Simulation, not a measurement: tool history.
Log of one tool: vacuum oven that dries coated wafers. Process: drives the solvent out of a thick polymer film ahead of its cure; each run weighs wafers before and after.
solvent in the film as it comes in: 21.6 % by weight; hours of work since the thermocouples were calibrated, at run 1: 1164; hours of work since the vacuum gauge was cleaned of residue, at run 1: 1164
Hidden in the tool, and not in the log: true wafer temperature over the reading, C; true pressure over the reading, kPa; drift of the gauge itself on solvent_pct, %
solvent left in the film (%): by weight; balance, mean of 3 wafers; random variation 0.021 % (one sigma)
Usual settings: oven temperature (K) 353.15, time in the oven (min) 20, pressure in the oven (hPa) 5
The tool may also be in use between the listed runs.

run    hour  oven temperature (K)  time in the oven (min)  pressure in the oven (hPa)  hours of work since the thermocouples were calibrated  hours of work since the vacuum gauge was cleaned of residue  solvent left in the film (%)
  1       0                353.15                      20                           5                                                   1164                                                         1164                          1.33
  2    95.3                353.15                      20                           5                                                   1207                                                         1207                           1.3
  3   159.3                353.15                      20                           5                                                   1235                                                         1235                          1.33
  4   208.5                353.15                      20                           5                                                   1257                                                         1257                          1.33
  5   308.7                353.15                      20                           5                                                   1301                                                         1301                          1.31
      319.6  -- oven's thermocouples calibrated
  6   380.5                353.15                      20                           5                                                     27                                                         1332                          1.29
  7   476.5                353.15                      21                           5                                                     69                                                         1374                          1.13
  8   528.6                353.15                      20                       10.62                                                     93                                                         1398                           1.4
  9     577                344.15                      14                        3.69                                                    114                                                         1419                          5.17
 10   674.4                344.15                      14                        3.69                                                    157                                                         1462                          5.19
 11   759.4                343.15                      14                        5.28                                                    195                                                         1500                          5.49
 12     825                343.15                      14                        5.28                                                    224                                                         1529                           5.5
      867.6  -- oven's thermocouples calibrated, once more
 13   886.6                343.15                      14                        5.28                                                      8                                                         1555                          6.38
 14   966.7                353.15                      25                       18.16                                                     44                                                         1591                          1.32
 15  1059.7                362.15                      17                       17.18                                                     85                                                         1632                          1.02
 16  1149.8                364.15                      13                        6.36                                                    125                                                         1672                          1.23

4 ways to go on from here, each from the tool as it stands after run 16. What would each give?
  A  1228.8                363.15                      20                           5                                                    160                                                         1707                             ?
  B  1228.8                353.15                      20                       11.04                                                    160                                                         1707                             ?
  C  1228.8                364.15                      31                        7.39                                                    160                                                         1707                             ?
  D  1228.8                364.15                      11                        6.36                                                    160                                                         1707                             ?

run  solvent left in the film (%)
  A                          0.48
  B                          1.78
  C                          0.21
  D                           1.8
Without the tool's hidden state the same runs would have given:
run  solvent left in the film (%)
  A                          0.39
  B                          1.68
  C                           0.1
  D                          1.76

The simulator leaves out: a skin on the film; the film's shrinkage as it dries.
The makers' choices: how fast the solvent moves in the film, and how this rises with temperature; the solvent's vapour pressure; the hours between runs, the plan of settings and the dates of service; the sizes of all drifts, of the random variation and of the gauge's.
